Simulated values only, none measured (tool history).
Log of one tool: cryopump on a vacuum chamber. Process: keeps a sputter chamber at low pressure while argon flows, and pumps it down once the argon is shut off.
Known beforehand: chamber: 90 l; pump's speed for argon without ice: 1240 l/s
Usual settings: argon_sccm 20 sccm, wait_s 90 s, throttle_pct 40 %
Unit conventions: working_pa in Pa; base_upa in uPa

| run | day | argon_sccm | wait_s | throttle_pct | working_pa | base_upa |
|---|---|---|---|---|---|---|
| 1 | 0 | 20 | 90 | 40 | 0.0722 | 1.71 |
| 2 | 1.242 | 20 | 90 | 40 | 0.0723 | 1.77 |
| 3 | 2.25 | 20 | 90 | 40 | 0.0723 | 1.83 |
| 4 | 3.067 | 20 | 90 | 45 | 0.0642 | 1.84 |
| 5 | 3.888 | 20 | 90 | 45 | 0.0644 | 1.85 |
| 6 | 5.471 | 20 | 90 | 40 | 0.0719 | 1.88 |
| 7 | 6.583 | 20 | 90 | 40 | 0.0728 | 1.93 |
| 8 | 7.838 | 20 | 90 | 50 | 0.0593 | 1.99 |
| 9 | 8.696 | 20 | 90 | 33 | 0.0876 | 2.03 |
| 10 | 9.55 | 20 | 90 | 33 | 0.0874 | 2.06 |
| 11 | 11.096 | 20 | 90 | 42 | 0.069 | 2.14 |
| 12 | 11.933 | 30 | 90 | 40 | 0.1096 | 2.08 |
| 13 | 12.946 | 20 | 90 | 34 | 0.0858 | 2.13 |
| 14 | 13.746 | 20 | 90 | 34 | 0.0863 | 2.19 |
| 15 | 14.512 | 20 | 90 | 43 | 0.0687 | 2.29 |
| 16 | 15.967 | 20 | 90 | 43 | 0.0692 | 2.28 |
| 17 | 17.4 | 20 | 90 | 43 | 0.0687 | 2.32 |
| 18 | 18.696 | 20 | 90 | 43 | 0.0706 | 2.41 |
| 19 | 19.788 | 20 | 268 | 48 | 0.0633 | 1.55 |
| 20 | 21.254 | 9 | 23 | 48 | 0.0291 | 6.19 |
| 21 | 22.5 | 20 | 272 | 23 | 0.126 | 1.69 |
| 22 | 23.375 | 12 | 90 | 34 | 0.0516 | 2.63 |
| 23 | 24.412 | 16 | 215 | 40 | 0.0605 | 1.87 |
| 24 | 25.267 | 14 | 109 | 32 | 0.064 | 2.47 |
| 25 | 26.038 | 16 | 41 | 24 | 0.0979 | 4.3 |
| 26 | 26.904 | 20 | 175 | 25 | 0.1179 | 2.13 |
| 27 | 28.392 | 20 | 182 | 23 | 0.1294 | 2.2 |
|  | 29.329 | pump warmed up, emptied and cooled again |
| 28 | 29.329 | 14 | 33 | 27 | 0.0711 | 4.58 |
| 29 | 30.183 | 14 | 33 | 27 | 0.0699 | 4.74 |
| 30 | 31.038 | 20 | 143 | 50 | 0.0547 | 2.05 |
| 31 | 31.946 | 27 | 143 | 19 | 0.1942 | 2.16 |
| 32 | 33.271 | 27 | 143 | 19 | 0.196 | 2.14 |
| 33 | 34.608 | 8 | 26 | 24 | 0.0459 | 5.94 |
| 34 | 36.142 | 8 | 26 | 24 | 0.0462 | 5.89 |
| 35 | 37.762 | 8 | 26 | 24 | 0.0457 | 5.87 |

Some steps in working_pa between neighbouring runs. How much of each would the tool show without its hidden state too (settings, what came in, random variation), and how much is left for the hidden state, with any gauge scatter that isn't in both results?
Hidden conditions of the tool in this case: pump's speed, % of a pump's without ice; cold plate's temperature, K; leak into the chamber, uPa l/s; drift of the gauge itself on working_pa, %; drift of the gauge itself on base_upa, %.
Run 19 -> 20: argon_sccm 20 -> 9, wait_s 268 -> 23. working_pa -0.0342 Pa: hidden state -0.0037, all else -0.0305.
Run 20 -> 21: argon_sccm 9 -> 20, wait_s 23 -> 272, throttle_pct 48 -> 23. working_pa +0.0969 Pa: hidden state +0.0044, all else +0.0925.
Run 27 -> 28: argon_sccm 20 -> 14, wait_s 182 -> 33, throttle_pct 23 -> 27, pump warmed up, emptied and cooled again. working_pa -0.0583 Pa: hidden state -0.0089, all else -0.0494.
Run 30 -> 31: argon_sccm 20 -> 27, throttle_pct 50 -> 19. working_pa +0.1395 Pa: hidden state +0.0005, all else +0.139.
Run 32 -> 33: argon_sccm 27 -> 8, wait_s 143 -> 26, throttle_pct 19 -> 24. working_pa -0.1501 Pa: hidden state -0.001, all else -0.1491.
